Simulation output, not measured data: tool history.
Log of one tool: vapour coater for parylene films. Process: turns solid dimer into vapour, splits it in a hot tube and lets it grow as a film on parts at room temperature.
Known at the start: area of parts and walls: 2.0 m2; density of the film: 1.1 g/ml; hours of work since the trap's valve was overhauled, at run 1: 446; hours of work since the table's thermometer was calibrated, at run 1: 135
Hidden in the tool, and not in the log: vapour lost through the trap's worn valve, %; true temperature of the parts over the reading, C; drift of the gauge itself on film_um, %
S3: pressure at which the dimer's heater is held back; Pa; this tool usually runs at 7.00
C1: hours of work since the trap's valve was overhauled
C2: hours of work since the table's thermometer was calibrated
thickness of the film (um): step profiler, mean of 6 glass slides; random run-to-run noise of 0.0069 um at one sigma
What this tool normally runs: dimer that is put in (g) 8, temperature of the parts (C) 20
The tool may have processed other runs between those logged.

{"run": 1, "hour": 0.0, "dimer that is put in (g)": 8, "temperature of the parts (C)": 20, "S3": 7.0, "C1": 446, "C2": 135, "thickness of the film (um)": 1.692}
{"run": 2, "hour": 15.9, "dimer that is put in (g)": 8, "temperature of the parts (C)": 20, "S3": 7.0, "C1": 461, "C2": 149, "thickness of the film (um)": 1.674}
{"run": 3, "hour": 29.5, "dimer that is put in (g)": 8, "temperature of the parts (C)": 20, "S3": 7.0, "C1": 473, "C2": 162, "thickness of the film (um)": 1.682}
{"run": 4, "hour": 44.1, "dimer that is put in (g)": 8, "temperature of the parts (C)": 20, "S3": 7.0, "C1": 486, "C2": 175, "thickness of the film (um)": 1.675}
{"run": 5, "hour": 58.1, "dimer that is put in (g)": 8, "temperature of the parts (C)": 20, "S3": 7.0, "C1": 499, "C2": 187, "thickness of the film (um)": 1.695}
{"run": 6, "hour": 79.2, "dimer that is put in (g)": 8, "temperature of the parts (C)": 20, "S3": 7.0, "C1": 517, "C2": 206, "thickness of the film (um)": 1.694}
{"run": 7, "hour": 103.0, "dimer that is put in (g)": 8, "temperature of the parts (C)": 20, "S3": 7.0, "C1": 539, "C2": 228, "thickness of the film (um)": 1.682}
{"hour": 114.4, "done": "trap's valve overhauled"}
{"run": 8, "hour": 128.3, "dimer that is put in (g)": 8, "temperature of the parts (C)": 20, "S3": 7.0, "C1": 13, "C2": 247, "thickness of the film (um)": 1.688}
{"run": 9, "hour": 144.0, "dimer that is put in (g)": 8, "temperature of the parts (C)": 20, "S3": 7.0, "C1": 27, "C2": 261, "thickness of the film (um)": 1.689}
{"run": 10, "hour": 171.2, "dimer that is put in (g)": 8, "temperature of the parts (C)": 20, "S3": 7.0, "C1": 51, "C2": 286, "thickness of the film (um)": 1.695}
{"run": 11, "hour": 185.5, "dimer that is put in (g)": 8, "temperature of the parts (C)": 20, "S3": 7.0, "C1": 64, "C2": 298, "thickness of the film (um)": 1.692}
{"run": 12, "hour": 201.1, "dimer that is put in (g)": 9, "temperature of the parts (C)": 20, "S3": 7.0, "C1": 78, "C2": 312, "thickness of the film (um)": 1.89}
{"run": 13, "hour": 219.5, "dimer that is put in (g)": 12, "temperature of the parts (C)": 20, "S3": 7.0, "C1": 95, "C2": 329, "thickness of the film (um)": 2.537}
{"run": 14, "hour": 234.6, "dimer that is put in (g)": 12, "temperature of the parts (C)": 20, "S3": 7.0, "C1": 108, "C2": 343, "thickness of the film (um)": 2.537}
{"run": 15, "hour": 251.5, "dimer that is put in (g)": 12, "temperature of the parts (C)": 20, "S3": 7.0, "C1": 123, "C2": 358, "thickness of the film (um)": 2.534}
{"run": 16, "hour": 279.7, "dimer that is put in (g)": 12, "temperature of the parts (C)": 20, "S3": 7.0, "C1": 149, "C2": 383, "thickness of the film (um)": 2.528}
{"run": 17, "hour": 304.1, "dimer that is put in (g)": 8, "temperature of the parts (C)": 20, "S3": 9.99, "C1": 171, "C2": 405, "thickness of the film (um)": 1.657}
{"run": 18, "hour": 316.6, "dimer that is put in (g)": 8, "temperature of the parts (C)": 20, "S3": 7.0, "C1": 182, "C2": 416, "thickness of the film (um)": 1.689}
{"run": 19, "hour": 343.9, "dimer that is put in (g)": 8, "temperature of the parts (C)": 20, "S3": 7.0, "C1": 206, "C2": 441, "thickness of the film (um)": 1.698}
{"run": 20, "hour": 357.1, "dimer that is put in (g)": 8, "temperature of the parts (C)": 20, "S3": 7.0, "C1": 218, "C2": 453, "thickness of the film (um)": 1.688}
{"run": 21, "hour": 376.3, "dimer that is put in (g)": 8, "temperature of the parts (C)": 20, "S3": 7.0, "C1": 236, "C2": 470, "thickness of the film (um)": 1.686}
{"run": 22, "hour": 392.8, "dimer that is put in (g)": 8, "temperature of the parts (C)": 20, "S3": 7.0, "C1": 250, "C2": 485, "thickness of the film (um)": 1.687}
{"run": 23, "hour": 414.7, "dimer that is put in (g)": 6, "temperature of the parts (C)": 20, "S3": 7.0, "C1": 270, "C2": 505, "thickness of the film (um)": 1.261}
{"run": 24, "hour": 429.6, "dimer that is put in (g)": 9, "temperature of the parts (C)": 17, "S3": 5.12, "C1": 284, "C2": 518, "thickness of the film (um)": 2.192}
{"run": 25, "hour": 442.0, "dimer that is put in (g)": 9, "temperature of the parts (C)": 17, "S3": 5.12, "C1": 295, "C2": 529, "thickness of the film (um)": 2.189}
{"run": 26, "hour": 465.4, "dimer that is put in (g)": 9, "temperature of the parts (C)": 13, "S3": 7.0, "C1": 316, "C2": 550, "thickness of the film (um)": 2.494}
{"run": 27, "hour": 490.9, "dimer that is put in (g)": 3, "temperature of the parts (C)": 14, "S3": 3.73, "C1": 339, "C2": 573, "thickness of the film (um)": 0.824}
{"run": 28, "hour": 509.3, "dimer that is put in (g)": 7, "temperature of the parts (C)": 26, "S3": 7.95, "C1": 355, "C2": 590, "thickness of the film (um)": 1.166}
{"run": 29, "hour": 537.8, "dimer that is put in (g)": 7, "temperature of the parts (C)": 19, "S3": 7.95, "C1": 381, "C2": 615, "thickness of the film (um)": 1.517}
{"run": 30, "hour": 550.4, "dimer that is put in (g)": 7, "temperature of the parts (C)": 19, "S3": 7.95, "C1": 392, "C2": 627, "thickness of the film (um)": 1.523}
{"run": 31, "hour": 574.3, "dimer that is put in (g)": 8, "temperature of the parts (C)": 27, "S3": 6.31, "C1": 414, "C2": 648, "thickness of the film (um)": 1.3}
{"run": 32, "hour": 591.7, "dimer that is put in (g)": 5, "temperature of the parts (C)": 16, "S3": 2.51, "C1": 429, "C2": 664, "thickness of the film (um)": 1.333}
{"run": 33, "hour": 607.7, "dimer that is put in (g)": 5, "temperature of the parts (C)": 16, "S3": 2.51, "C1": 444, "C2": 678, "thickness of the film (um)": 1.321}
{"run": 34, "hour": 632.3, "dimer that is put in (g)": 4, "temperature of the parts (C)": 20, "S3": 2.31, "C1": 466, "C2": 700, "thickness of the film (um)": 0.928}
{"run": 35, "hour": 657.6, "dimer that is put in (g)": 8, "temperature of the parts (C)": 20, "S3": 6.2, "C1": 489, "C2": 723, "thickness of the film (um)": 1.695}
{"run": 36, "hour": 684.6, "dimer that is put in (g)": 8, "temperature of the parts (C)": 17, "S3": 6.4, "C1": 513, "C2": 747, "thickness of the film (um)": 1.896}
{"run": 37, "hour": 707.1, "dimer that is put in (g)": 5, "temperature of the parts (C)": 20, "S3": 7.0, "C1": 533, "C2": 768, "thickness of the film (um)": 1.048}
{"hour": 722.8, "done": "trap's valve overhauled"}
{"run": 38, "hour": 723.3, "dimer that is put in (g)": 5, "temperature of the parts (C)": 20, "S3": 7.0, "C1": 0, "C2": 779, "thickness of the film (um)": 1.057}
{"run": 39, "hour": 741.4, "dimer that is put in (g)": 5, "temperature of the parts (C)": 20, "S3": 7.0, "C1": 17, "C2": 795, "thickness of the film (um)": 1.055}
{"run": 40, "hour": 768.9, "dimer that is put in (g)": 5, "temperature of the parts (C)": 20, "S3": 5.16, "C1": 41, "C2": 820, "thickness of the film (um)": 1.079}
{"run": 41, "hour": 786.4, "dimer that is put in (g)": 8, "temperature of the parts (C)": 20, "S3": 8.4, "C1": 57, "C2": 835, "thickness of the film (um)": 1.67}
{"run": 42, "hour": 798.4, "dimer that is put in (g)": 13, "temperature of the parts (C)": 17, "S3": 2.3, "C1": 68, "C2": 846, "thickness of the film (um)": 3.354}
{"run": 43, "hour": 815.5, "dimer that is put in (g)": 4, "temperature of the parts (C)": 18, "S3": 2.3, "C1": 83, "C2": 861, "thickness of the film (um)": 0.991}
{"hour": 819.8, "done": "table's thermometer calibrated"}
{"run": 44, "hour": 830.6, "dimer that is put in (g)": 8, "temperature of the parts (C)": 20, "S3": 2.51, "C1": 96, "C2": 10, "thickness of the film (um)": 1.82}
{"run": 45, "hour": 856.4, "dimer that is put in (g)": 4, "temperature of the parts (C)": 16, "S3": 7.0, "C1": 119, "C2": 33, "thickness of the film (um)": 0.986}
{"run": 46, "hour": 873.1, "dimer that is put in (g)": 4, "temperature of the parts (C)": 16, "S3": 7.0, "C1": 134, "C2": 48, "thickness of the film (um)": 0.987}

Each row is a separate what-if for the run after 46, all from the same tool condition, not one after another. Results?
{"run": "A", "hour": 885.2, "dimer that is put in (g)": 8, "temperature of the parts (C)": 25, "S3": 7.0, "C1": 145, "C2": 59, "thickness of the film (um)": "?"}
{"run": "B", "hour": 885.2, "dimer that is put in (g)": 8, "temperature of the parts (C)": 23, "S3": 7.0, "C1": 145, "C2": 59, "thickness of the film (um)": "?"}
{"run": "C", "hour": 885.2, "dimer that is put in (g)": 5, "temperature of the parts (C)": 13, "S3": 3.26, "C1": 145, "C2": 59, "thickness of the film (um)": "?"}

run=A thickness_of_the_film_(um)=1.393
run=B thickness_of_the_film_(um)=1.501
run=C thickness_of_the_film_(um)=1.477
Take away the tool's hidden state, keep each run's random variation, and the runs would have read:
run=A thickness_of_the_film_(um)=1.394
run=B thickness_of_the_film_(um)=1.501
run=C thickness_of_the_film_(um)=1.478
